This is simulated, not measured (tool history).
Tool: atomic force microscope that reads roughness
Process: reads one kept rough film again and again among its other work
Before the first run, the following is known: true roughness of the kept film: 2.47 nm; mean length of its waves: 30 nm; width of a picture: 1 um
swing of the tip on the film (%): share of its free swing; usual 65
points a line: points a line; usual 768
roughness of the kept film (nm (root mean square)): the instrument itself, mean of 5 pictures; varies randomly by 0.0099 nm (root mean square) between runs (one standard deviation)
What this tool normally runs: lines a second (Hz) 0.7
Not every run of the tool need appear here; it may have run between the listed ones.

run	hour	lines a second (Hz)	swing of the tip on the film (%)	points a line	roughness of the kept film (nm (root mean square))
1	0	0.7	65	768	2.247
2	27.3	0.7	65	768	2.16
3	49.1	0.7	65	768	2.11
4	73.8	0.7	65	768	2.023
5	88.6	0.7	57	768	2.006
6	114.6	0.7	57	768	2.237
7	142	0.7	57	768	2.166
8	159.5	0.7	57	768	2.107
9	180.3	0.7	57	768	2.047
10	208.1	0.7	65	768	1.967
11	237.1	0.7	65	768	2.158
12	259.7	0.7	65	768	2.098
13	276.3	0.7	65	768	2.069
14	290.5	0.7	65	768	2.028
15	304.3	0.7	65	768	1.991
16	325.8	0.7	65	768	2.224
17	348.7	0.7	65	768	2.176
18	369.8	0.7	65	768	2.117
19	384.2	0.7	65	768	2.076
20	412.5	0.7	65	768	1.999
21	432.9	0.7	76	768	2.219
22	446.7	0.7	76	768	2.181
23	464.9	0.844	65	740	2.14
24	493.4	3.886	82	768	1.776
25	519.4	0.841	89	768	1.925
26	550.5	0.841	89	768	2.108
27	563.2	0.828	82	879	2.113
28	585.9	0.828	82	377	2.031
29	609.2	1.25	62	831	2.021
30	625.1	1.25	62	831	1.975
31	648.2	0.678	86	449	2.16
32	679.2	0.541	65	351	2.118
33	698.4	1.111	56	768	2.072
34	725.8	0.7	71	768	2.008
35	755.6	0.7	71	768	2.237
36	774.7	0.7	71	768	2.161
37	792.2	1.175	62	286	2.099
38	807.8	1.175	62	286	2.05
39	826.5	1.175	62	286	2.004
40	845.2	2.377	89	743	1.727
41	868.9	2.377	89	743	1.924
42	882.8	1.402	89	311	1.999
43	903.5	2.753	61	768	2.063

Between the runs listed above, the log contained 8 entries, not reproduced here. Where in the sequence does each belong, and how does what the log doesn't record of the tool's condition differ from the listed run before to the listed run after?
Runs 5 to 6: new tip fitted (hour 106.5)
  radius of the tip, nm: 19.9 -> 8.5; height scale over the true one, %: -0.25 -> -0.26
  the result without the hidden state subtracted from the measured one, roughness of the kept film (nm (root mean square)): -0.266 -> -0.04
Runs 10 to 11: new tip fitted (hour 215.2)
  radius of the tip, nm: 22 -> 10.9; height scale over the true one, %: -0.29 -> -0.3
  the result without the hidden state subtracted from the measured one, roughness of the kept film (nm (root mean square)): -0.302 -> -0.091
Runs 15 to 16: new tip fitted (hour 322.7)
  radius of the tip, nm: 20.1 -> 7.8
  the result without the hidden state subtracted from the measured one, roughness of the kept film (nm (root mean square)): -0.269 -> -0.024
Runs 20 to 21: new tip fitted (hour 431.1)
  radius of the tip, nm: 19.5 -> 7.5
  the result without the hidden state subtracted from the measured one, roughness of the kept film (nm (root mean square)): -0.261 -> -0.019
Runs 25 to 26: new tip fitted (hour 537.8)
  radius of the tip, nm: 19.4 -> 9.1; height scale over the true one, %: -0.4 -> -0.41
  the result without the hidden state subtracted from the measured one, roughness of the kept film (nm (root mean square)): -0.249 -> -0.053
Runs 30 to 31: new tip fitted (hour 645.7)
  radius of the tip, nm: 20.1 -> 7.9; height scale over the true one, %: -0.44 -> -0.45
  the result without the hidden state subtracted from the measured one, roughness of the kept film (nm (root mean square)): -0.27 -> -0.03
Runs 34 to 35: new tip fitted (hour 753.1)
  radius of the tip, nm: 19 -> 7.5; height scale over the true one, %: -0.47 -> -0.48
  the result without the hidden state subtracted from the measured one, roughness of the kept film (nm (root mean square)): -0.254 -> -0.022
Runs 40 to 41: new tip fitted (hour 860.1)
  radius of the tip, nm: 19.8 -> 8.3; height scale over the true one, %: -0.51 -> -0.52
  the result without the hidden state subtracted from the measured one, roughness of the kept film (nm (root mean square)): -0.234 -> -0.035

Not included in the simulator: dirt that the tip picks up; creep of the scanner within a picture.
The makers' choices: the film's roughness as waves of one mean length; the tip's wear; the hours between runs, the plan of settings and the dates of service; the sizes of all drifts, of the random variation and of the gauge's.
